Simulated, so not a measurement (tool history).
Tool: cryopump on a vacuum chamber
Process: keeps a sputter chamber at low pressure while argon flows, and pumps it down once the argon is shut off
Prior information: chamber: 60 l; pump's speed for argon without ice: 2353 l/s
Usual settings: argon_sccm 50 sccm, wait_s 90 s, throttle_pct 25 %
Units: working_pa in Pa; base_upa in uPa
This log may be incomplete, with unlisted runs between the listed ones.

run,day,argon_sccm,wait_s,throttle_pct,working_pa,base_upa
1,0,50,90,25,0.1474,0.67
2,0.571,50,90,25,0.1489,0.67
3,1.442,30,90,25,0.0907,0.65
4,1.971,50,22,25,0.1496,1.6
5,3.038,50,22,43,0.0904,1.56
6,3.788,50,22,43,0.0893,1.58
7,4.633,50,22,43,0.09,1.55
8,5.167,50,22,43,0.0892,1.59
9,6.229,50,90,25,0.1504,0.74
10,7.171,50,90,25,0.1493,0.68
11,8.075,50,90,25,0.1495,0.67
12,8.912,50,90,25,0.15,0.65
13,9.721,62,109,25,0.1861,0.64
14,10.362,62,109,25,0.1884,0.63
15,11.371,62,109,25,0.187,0.71
16,12.4,62,38,24,0.1942,1.1
17,13.529,62,38,24,0.1938,1.13
18,14.612,62,38,24,0.1957,1.15
19,15.692,50,90,32,0.1208,0.81
20,16.238,50,90,32,0.1219,0.79
# day 16.95: pump warmed up, emptied and cooled again
21,17.658,50,90,32,0.1121,0.67
22,18.821,50,90,32,0.1123,0.68

Each row is a separate what-if for the run after 22, all from the same tool condition, not one after another. Results?
A,19.367,50,90,30,?,?
B,19.367,52,90,25,?,?
C,19.367,60,199,22,?,?

run,working_pa,base_upa
A,0.1188,0.71
B,0.1506,0.7
C,0.1965,0.55
With the hidden condition removed and each run's random variation left untouched, the same runs would have given:
run,working_pa,base_upa
A,0.1182,0.43
B,0.15,0.42
C,0.1958,0.28

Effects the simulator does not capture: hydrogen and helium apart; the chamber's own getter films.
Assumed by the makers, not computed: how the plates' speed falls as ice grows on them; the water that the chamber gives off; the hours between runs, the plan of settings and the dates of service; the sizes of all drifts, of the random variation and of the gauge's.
